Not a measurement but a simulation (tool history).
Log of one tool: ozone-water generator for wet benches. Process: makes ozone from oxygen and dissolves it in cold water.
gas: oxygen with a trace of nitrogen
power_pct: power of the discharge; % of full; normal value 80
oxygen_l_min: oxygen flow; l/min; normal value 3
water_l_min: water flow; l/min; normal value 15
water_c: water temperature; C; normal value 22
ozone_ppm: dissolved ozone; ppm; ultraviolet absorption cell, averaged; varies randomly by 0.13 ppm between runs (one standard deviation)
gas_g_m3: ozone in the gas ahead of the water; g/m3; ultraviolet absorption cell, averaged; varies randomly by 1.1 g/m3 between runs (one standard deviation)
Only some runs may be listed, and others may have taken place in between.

Run 1, hour 0: usual settings. Result: ozone_ppm 14.8 ppm, gas_g_m3 196.2 g/m3.
Run 2, hour 30.8: usual settings. Result: ozone_ppm 14.8 ppm, gas_g_m3 193.1 g/m3.
Run 3, hour 69.2: usual settings. Result: ozone_ppm 14.5 ppm, gas_g_m3 193.6 g/m3.
Run 4, hour 111.4: usual settings. Result: ozone_ppm 14.7 ppm, gas_g_m3 192.8 g/m3.
Run 5, hour 145.2: usual settings. Result: ozone_ppm 14.7 ppm, gas_g_m3 193.6 g/m3.
Run 6, hour 178.4: usual settings. Result: ozone_ppm 14.5 ppm, gas_g_m3 194.1 g/m3.
Run 7, hour 199.8: usual settings but oxygen_l_min 2.68 l/min. Result: ozone_ppm 14.5 ppm, gas_g_m3 204.2 g/m3.
Run 8, hour 227.6: usual settings but water_c 15 C. Result: ozone_ppm 16 ppm, gas_g_m3 194.6 g/m3.
Run 9, hour 269.7: usual settings but power_pct 60 % of full, oxygen_l_min 4.36 l/min, water_l_min 14 l/min, water_c 21 C. Result: ozone_ppm 13.5 ppm, gas_g_m3 135.1 g/m3.
At hour 276.4: contactor cleaned.
Run 10, hour 312.3: usual settings but power_pct 60 % of full, oxygen_l_min 2.57 l/min, water_l_min 9 l/min, water_c 21 C. Result: ozone_ppm 17.9 ppm, gas_g_m3 173.8 g/m3.
Run 11, hour 335.5: usual settings but power_pct 43 % of full, oxygen_l_min 2.75 l/min, water_l_min 9 l/min, water_c 15 C. Result: ozone_ppm 15.9 ppm, gas_g_m3 136 g/m3.
Run 12, hour 368.3: usual settings but power_pct 43 % of full, oxygen_l_min 2.75 l/min, water_l_min 9 l/min, water_c 15 C. Result: ozone_ppm 15.8 ppm, gas_g_m3 136.1 g/m3.
Run 13, hour 397.8: usual settings but power_pct 44 % of full, oxygen_l_min 2.51 l/min, water_l_min 13 l/min, water_c 18 C. Result: ozone_ppm 11.3 ppm, gas_g_m3 142.4 g/m3.
At hour 438.8: contactor cleaned, once more.
Run 14, hour 441.6: usual settings but power_pct 46 % of full, water_l_min 12 l/min, water_c 24 C. Result: ozone_ppm 11.7 ppm, gas_g_m3 134.5 g/m3.
Run 15, hour 478.2: usual settings but power_pct 46 % of full, water_l_min 12 l/min, water_c 24 C. Result: ozone_ppm 11.8 ppm, gas_g_m3 136.1 g/m3.
Run 16, hour 517: usual settings but power_pct 41 % of full, oxygen_l_min 4.44 l/min. Result: ozone_ppm 9.8 ppm, gas_g_m3 105.1 g/m3.

Some steps in ozone_ppm, run to run, broken into two amounts with sign: the step expected even without the hidden condition (settings, incoming material, random variation), and the rest, left for the hidden condition together with whatever gauge scatter is not in both the measured and the hidden-condition-free result:
The tool's hidden condition here consists of: yield of the discharge, % of new electrodes'; contactor's efficiency, % of a clean one's; true water temperature over the reading, C; drift of the gauge itself on ozone_ppm, %; drift of the gauge itself on gas_g_m3, %.
Run 10 -> 11: power_pct 60 -> 43, oxygen_l_min 2.57 -> 2.75, water_c 21 -> 15. ozone_ppm -2 ppm: hidden state +0.2, all else -2.2.
Run 12 -> 13: power_pct 43 -> 44, oxygen_l_min 2.75 -> 2.51, water_l_min 9 -> 13, water_c 15 -> 18. ozone_ppm -4.5 ppm: hidden state +0.1, all else -4.6.
